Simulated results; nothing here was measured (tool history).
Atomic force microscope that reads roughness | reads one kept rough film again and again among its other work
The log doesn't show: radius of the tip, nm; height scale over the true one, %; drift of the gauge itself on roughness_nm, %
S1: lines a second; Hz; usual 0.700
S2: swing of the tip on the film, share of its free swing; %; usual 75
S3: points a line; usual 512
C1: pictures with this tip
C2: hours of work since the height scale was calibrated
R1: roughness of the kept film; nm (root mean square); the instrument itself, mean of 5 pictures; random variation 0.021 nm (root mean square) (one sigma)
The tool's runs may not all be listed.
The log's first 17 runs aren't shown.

run   hour     S1  S2   S3   C1   C2     R1
 18  362.0  0.700  75  987   54  406  4.939
 19  381.0  0.700  75  987   77  415  4.859
 20  406.9  0.700  75  987  108  428  4.754
     409.7  -- height scale calibrated on a step standard
 21  431.4  2.850  55  542  136   10  4.637
 22  455.0  2.850  55  542  165   22  4.543
 23  468.3  1.399  60  608  181   28  4.518
     476.4  -- height scale calibrated on a step standard, once more
 24  494.5  1.116  86  386  212    9  4.303
 25  519.8  0.757  65  386  243   21  4.391

The next listed run, before its measurement:
 26  542.8  0.757  65  386  271  32   ?

{"run 26": {"R1": 4.338}}
Without the tool's hidden state the same run would have given R1 5.212 nm (root mean square).

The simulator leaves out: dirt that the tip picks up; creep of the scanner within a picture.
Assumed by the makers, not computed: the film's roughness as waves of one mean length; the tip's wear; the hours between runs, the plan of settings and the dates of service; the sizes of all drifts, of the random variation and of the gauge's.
